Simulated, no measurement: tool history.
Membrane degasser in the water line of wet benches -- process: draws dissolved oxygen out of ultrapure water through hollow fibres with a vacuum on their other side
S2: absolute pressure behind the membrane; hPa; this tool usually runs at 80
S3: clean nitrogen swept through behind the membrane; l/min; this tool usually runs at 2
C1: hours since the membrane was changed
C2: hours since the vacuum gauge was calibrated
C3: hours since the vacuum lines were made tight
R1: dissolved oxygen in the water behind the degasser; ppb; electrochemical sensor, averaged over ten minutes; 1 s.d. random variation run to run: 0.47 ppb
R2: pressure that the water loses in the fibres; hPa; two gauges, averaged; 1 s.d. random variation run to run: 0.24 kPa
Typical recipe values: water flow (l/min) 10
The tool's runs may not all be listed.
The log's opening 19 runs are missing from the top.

Run 20, hour 652.9: usual settings but water flow (l/min) 8, S2 48.5 hPa, S3 1.05 l/min; C1 2265; C2 1360; C3 2860. Result: R1 33 ppb, R2 486.1 hPa.
Run 21, hour 693: usual settings but water flow (l/min) 6, S2 87.3 hPa, S3 0.94 l/min; C1 2305; C2 1400; C3 2901. Result: R1 86.1 ppb, R2 369.4 hPa.
Run 22, hour 737.7: usual settings but S2 51.2 hPa, S3 2.28 l/min; C1 2349; C2 1445; C3 2945. Result: R1 25.7 ppb, R2 611.6 hPa.
Run 23, hour 779.7: usual settings but S2 51.2 hPa, S3 2.28 l/min; C1 2391; C2 1487; C3 2987. Result: R1 25.5 ppb, R2 607.1 hPa.
Run 24, hour 799.8: usual settings but water flow (l/min) 7, S2 59.3 hPa, S3 1.33 l/min; C1 2412; C2 1507; C3 3007. Result: R1 36.3 ppb, R2 428 hPa.
Run 25, hour 829.2: usual settings but water flow (l/min) 7, S2 144.5 hPa, S3 1.33 l/min; C1 2441; C2 1536; C3 3037. Result: R1 146.9 ppb, R2 426.6 hPa.
Run 26, hour 877.5: usual settings but water flow (l/min) 13, S3 5.03 l/min; C1 2489; C2 1585; C3 3085. Result: R1 42.2 ppb, R2 787.2 hPa.
Run 27, hour 922.8: usual settings but S3 1.78 l/min; C1 2535; C2 1630; C3 3130. Result: R1 69.9 ppb, R2 605 hPa.
Run 28, hour 954.1: usual settings but S2 69.3 hPa, S3 1.1 l/min; C1 2566; C2 1661; C3 3162. Result: R1 86 ppb, R2 607 hPa.
Run 29, hour 978.5: usual settings but S2 69.3 hPa, S3 1.1 l/min; C1 2590; C2 1686; C3 3186. Result: R1 86.4 ppb, R2 605.8 hPa.
Run 30, hour 1001.9: usual settings but water flow (l/min) 7, S2 112.7 hPa, S3 0.84 l/min; C1 2614; C2 1709; C3 3210. Result: R1 159.1 ppb, R2 423 hPa.
Run 31, hour 1045: usual settings but water flow (l/min) 7, S2 112.7 hPa, S3 0.84 l/min; C1 2657; C2 1752; C3 3253. Result: R1 160.5 ppb, R2 422.4 hPa.
Run 32, hour 1068.3: usual settings but water flow (l/min) 15, S2 181.7 hPa, S3 0.85 l/min; C1 2680; C2 1775; C3 3276. Result: R1 583.6 ppb, R2 911.3 hPa.

Forecast each of these 3 alternatives for the next run:
Run A, hour 1112: usual settings but water flow (l/min) 15, S2 69.1 hPa, S3 1.57 l/min; C1 2724; C2 1819; C3 3320. Result: R1 ?, R2 ?.
Run B, hour 1112: usual settings but water flow (l/min) 9, S2 181.7 hPa, S3 4.33 l/min; C1 2724; C2 1819; C3 3320. Result: R1 ?, R2 ?.
Run C, hour 1112: usual settings but water flow (l/min) 8, S3 1.67 l/min; C1 2724; C2 1819; C3 3320. Result: R1 ?, R2 ?.

run    R1     R2
  A   101  910.4
  B  79.3  547.6
  C  58.1  480.1
Had the tool no hidden state, the same runs would have come out as:
run     R1     R2
  A  100.9  924.8
  B   79.2  556.3
  C     58  487.7

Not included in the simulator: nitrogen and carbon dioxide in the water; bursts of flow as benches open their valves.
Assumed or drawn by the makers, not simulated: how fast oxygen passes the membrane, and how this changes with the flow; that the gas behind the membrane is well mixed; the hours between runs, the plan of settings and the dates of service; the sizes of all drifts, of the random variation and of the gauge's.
